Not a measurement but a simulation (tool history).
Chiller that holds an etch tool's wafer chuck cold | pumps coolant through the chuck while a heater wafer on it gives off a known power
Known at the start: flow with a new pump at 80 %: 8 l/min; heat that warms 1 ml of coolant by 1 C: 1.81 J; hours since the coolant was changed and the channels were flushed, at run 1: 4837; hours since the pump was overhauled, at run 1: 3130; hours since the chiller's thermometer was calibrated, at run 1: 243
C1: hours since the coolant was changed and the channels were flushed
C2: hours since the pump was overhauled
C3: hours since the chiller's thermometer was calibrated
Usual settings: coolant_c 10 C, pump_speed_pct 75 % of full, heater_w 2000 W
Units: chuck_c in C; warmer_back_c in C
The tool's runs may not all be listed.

Run 1, hour 0: usual settings; C1 4837; C2 3130; C3 243. Result: chuck_c 25.3 C, warmer_back_c 8.79 C.
Run 2, hour 78: usual settings; C1 4915; C2 3208; C3 321. Result: chuck_c 25.2 C, warmer_back_c 8.9 C.
Run 3, hour 210.2: usual settings; C1 5047; C2 3340; C3 453. Result: chuck_c 25.3 C, warmer_back_c 8.87 C.
Run 4, hour 371.3: usual settings but pump_speed_pct 60 % of full; C1 5208; C2 3501; C3 614. Result: chuck_c 28.1 C, warmer_back_c 11 C.
Run 5, hour 526.3: usual settings but pump_speed_pct 80 % of full; C1 5363; C2 3656; C3 769. Result: chuck_c 24.4 C, warmer_back_c 8.2 C.
Run 6, hour 670.1: usual settings but pump_speed_pct 94 % of full, heater_w 2207 W; C1 5507; C2 3800; C3 913. Result: chuck_c 23.9 C, warmer_back_c 7.76 C.
Run 7, hour 788.6: usual settings but coolant_c 2 C, pump_speed_pct 88 % of full, heater_w 1259 W; C1 5626; C2 3918; C3 1031. Result: chuck_c 10.5 C, warmer_back_c 4.7 C.
Run 8, hour 911.6: usual settings but coolant_c 2 C, pump_speed_pct 88 % of full, heater_w 1259 W; C1 5749; C2 4041; C3 1154. Result: chuck_c 10.4 C, warmer_back_c 4.73 C.
Run 9, hour 1014: usual settings but coolant_c 2 C, pump_speed_pct 88 % of full, heater_w 1259 W; C1 5851; C2 4144; C3 1257. Result: chuck_c 10.3 C, warmer_back_c 4.68 C.
Run 10, hour 1173.9: usual settings but heater_w 1355 W; C1 6011; C2 4304; C3 1417. Result: chuck_c 20.2 C, warmer_back_c 5.92 C.

Forecast each of these 5 alternatives for the next run:
Run A, hour 1259.8: usual settings but pump_speed_pct 86 % of full; C1 6097; C2 4389; C3 1503. Result: chuck_c ?, warmer_back_c ?.
Run B, hour 1259.8: usual settings but coolant_c 15 C, pump_speed_pct 60 % of full, heater_w 1157 W; C1 6097; C2 4389; C3 1503. Result: chuck_c ?, warmer_back_c ?.
Run C, hour 1259.8: usual settings but pump_speed_pct 87 % of full; C1 6097; C2 4389; C3 1503. Result: chuck_c ?, warmer_back_c ?.
Run D, hour 1259.8: usual settings but pump_speed_pct 70 % of full, heater_w 1008 W; C1 6097; C2 4389; C3 1503. Result: chuck_c ?, warmer_back_c ?.
Run E, hour 1259.8: usual settings but pump_speed_pct 61 % of full, heater_w 1135 W; C1 6097; C2 4389; C3 1503. Result: chuck_c ?, warmer_back_c ?.

run  chuck_c  warmer_back_c
  A     23.4           7.64
  B     25.6           6.26
  C     23.4            7.5
  D     18.1            4.7
  E     20.2           6.05
Without the tool's hidden state the same runs would have given:
run  chuck_c  warmer_back_c
  A     23.4           7.74
  B     25.6           6.36
  C     23.4            7.6
  D     18.1            4.8
  E     20.2           6.15
